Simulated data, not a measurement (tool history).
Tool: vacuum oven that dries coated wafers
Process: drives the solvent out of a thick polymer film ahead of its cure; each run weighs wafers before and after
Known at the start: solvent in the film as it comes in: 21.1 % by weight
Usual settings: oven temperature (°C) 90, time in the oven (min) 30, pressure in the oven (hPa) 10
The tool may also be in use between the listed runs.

run   hour  oven temperature (°C)  time in the oven (min)  pressure in the oven (hPa)  solvent left in the film (%)
  1      0                     90                      30                          10                          0.94
       5.2  -- oven's thermocouples calibrated
  2    7.8                     90                      30                          10                          1.17
  3     15                     90                      30                          10                          1.11
  4   27.7                     90                      30                          10                          1.13
  5   39.5                     90                      30                          10                          1.21
  6   50.4                     90                      30                        13.4                          1.31
      52.5  -- vacuum gauge cleaned of residue and calibrated
  7   58.6                     90                      30                        13.4                          1.34
  8     70                     90                      30                        13.4                          1.33
  9   75.9                     90                      30                          10                          1.21
 10   84.5                     90                      30                          10                          1.19
 11   94.3                     90                      30                          10                          1.13
 12  102.7                     90                      30                         5.7                           0.9

Run 13 comes next. What will it give?
 13  111.3                     97                      18                          10                             ?

{"run 13": {"solvent left in the film (%)": 1.24}}
Without the tool's hidden state the same run would have given solvent left in the film (%) 1.25.
